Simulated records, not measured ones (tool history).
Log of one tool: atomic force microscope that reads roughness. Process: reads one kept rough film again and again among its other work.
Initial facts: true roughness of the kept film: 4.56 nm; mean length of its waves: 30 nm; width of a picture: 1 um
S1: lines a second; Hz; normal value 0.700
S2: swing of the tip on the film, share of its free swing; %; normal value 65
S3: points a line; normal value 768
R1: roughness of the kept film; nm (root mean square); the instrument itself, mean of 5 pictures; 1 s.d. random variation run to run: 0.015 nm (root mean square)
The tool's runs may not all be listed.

{"run": 1, "hour": 0.0, "S1": 0.7, "S2": 65, "S3": 768, "R1": 3.532}
{"run": 2, "hour": 24.9, "S1": 0.7, "S2": 65, "S3": 702, "R1": 3.423}
{"run": 3, "hour": 35.3, "S1": 0.7, "S2": 65, "S3": 768, "R1": 3.372}
{"run": 4, "hour": 46.7, "S1": 0.7, "S2": 65, "S3": 768, "R1": 3.365}
{"run": 5, "hour": 60.9, "S1": 0.7, "S2": 65, "S3": 768, "R1": 3.29}
{"run": 6, "hour": 75.6, "S1": 1.425, "S2": 65, "S3": 768, "R1": 3.196}
{"run": 7, "hour": 97.8, "S1": 1.425, "S2": 65, "S3": 768, "R1": 3.087}
{"run": 8, "hour": 112.9, "S1": 1.425, "S2": 65, "S3": 768, "R1": 3.032}
{"hour": 125.8, "done": "new tip fitted"}
{"run": 9, "hour": 127.7, "S1": 1.425, "S2": 65, "S3": 768, "R1": 3.639}
{"run": 10, "hour": 149.4, "S1": 1.425, "S2": 65, "S3": 768, "R1": 3.529}
{"run": 11, "hour": 160.4, "S1": 0.7, "S2": 65, "S3": 768, "R1": 3.543}
{"run": 12, "hour": 184.4, "S1": 0.7, "S2": 65, "S3": 768, "R1": 3.413}
{"run": 13, "hour": 196.5, "S1": 0.7, "S2": 65, "S3": 416, "R1": 3.352}
{"run": 14, "hour": 217.0, "S1": 0.7, "S2": 65, "S3": 416, "R1": 3.268}
{"run": 15, "hour": 227.5, "S1": 0.7, "S2": 65, "S3": 416, "R1": 3.247}
{"run": 16, "hour": 245.2, "S1": 0.7, "S2": 65, "S3": 416, "R1": 3.177}
{"run": 17, "hour": 265.7, "S1": 0.7, "S2": 65, "S3": 416, "R1": 3.079}
{"hour": 277.7, "done": "new tip fitted"}
{"run": 18, "hour": 281.5, "S1": 0.7, "S2": 65, "S3": 416, "R1": 3.636}
{"run": 19, "hour": 306.6, "S1": 0.7, "S2": 63, "S3": 416, "R1": 3.544}
{"run": 20, "hour": 320.1, "S1": 0.7, "S2": 65, "S3": 768, "R1": 3.45}
{"run": 21, "hour": 333.3, "S1": 0.7, "S2": 65, "S3": 768, "R1": 3.388}
{"run": 22, "hour": 358.2, "S1": 1.085, "S2": 84, "S3": 559, "R1": 3.104}
{"run": 23, "hour": 371.0, "S1": 1.721, "S2": 57, "S3": 619, "R1": 3.218}
{"run": 24, "hour": 392.8, "S1": 2.383, "S2": 88, "S3": 361, "R1": 2.712}
{"run": 25, "hour": 413.8, "S1": 1.064, "S2": 83, "S3": 457, "R1": 2.947}
{"run": 26, "hour": 428.6, "S1": 1.064, "S2": 83, "S3": 457, "R1": 2.907}
{"hour": 430.8, "done": "new tip fitted"}
{"run": 27, "hour": 439.7, "S1": 1.064, "S2": 83, "S3": 457, "R1": 3.424}
{"run": 28, "hour": 464.9, "S1": 1.064, "S2": 83, "S3": 457, "R1": 3.322}
{"run": 29, "hour": 476.1, "S1": 1.064, "S2": 83, "S3": 457, "R1": 3.29}
{"run": 30, "hour": 491.1, "S1": 0.525, "S2": 83, "S3": 562, "R1": 3.33}
{"run": 31, "hour": 512.5, "S1": 0.525, "S2": 83, "S3": 562, "R1": 3.256}
{"run": 32, "hour": 525.8, "S1": 3.69, "S2": 65, "S3": 768, "R1": 3.048}
{"run": 33, "hour": 545.3, "S1": 0.831, "S2": 71, "S3": 288, "R1": 3.077}
{"run": 34, "hour": 558.6, "S1": 0.831, "S2": 71, "S3": 288, "R1": 3.027}
{"hour": 582.5, "done": "new tip fitted"}
{"run": 35, "hour": 582.8, "S1": 1.905, "S2": 67, "S3": 768, "R1": 3.547}
{"run": 36, "hour": 604.6, "S1": 1.905, "S2": 67, "S3": 768, "R1": 3.476}
{"run": 37, "hour": 625.4, "S1": 1.905, "S2": 61, "S3": 679, "R1": 3.428}
{"run": 38, "hour": 650.8, "S1": 1.905, "S2": 61, "S3": 679, "R1": 3.309}
{"run": 39, "hour": 666.5, "S1": 1.905, "S2": 61, "S3": 679, "R1": 3.243}
{"run": 40, "hour": 682.5, "S1": 3.753, "S2": 65, "S3": 768, "R1": 3.049}
{"run": 41, "hour": 696.9, "S1": 0.713, "S2": 79, "S3": 958, "R1": 3.131}
{"run": 42, "hour": 714.1, "S1": 0.645, "S2": 75, "S3": 494, "R1": 3.055}

How would selected steps in R1 from run to run divide? Give the signed amount a tool lacking its hidden state would still show from settings, what came in and random variation, and the signed amount left for the hidden state, including any gauge scatter that is not in both of the compared results.
What the log doesn't record here: radius of the tip, nm; height scale over the true one, %; drift of the gauge itself on roughness_nm, %.
Run 8 -> 9: new tip fitted. R1 +0.607 nm (root mean square): hidden state +0.582, all else +0.025.
Run 17 -> 18: new tip fitted. R1 +0.557 nm (root mean square): hidden state +0.529, all else +0.028.
Run 26 -> 27: new tip fitted. R1 +0.517 nm (root mean square): hidden state +0.532, all else -0.015.
Run 34 -> 35: S1 0.831 -> 1.905, S2 71 -> 67, S3 288 -> 768, new tip fitted. R1 +0.520 nm (root mean square): hidden state +0.545, all else -0.025.
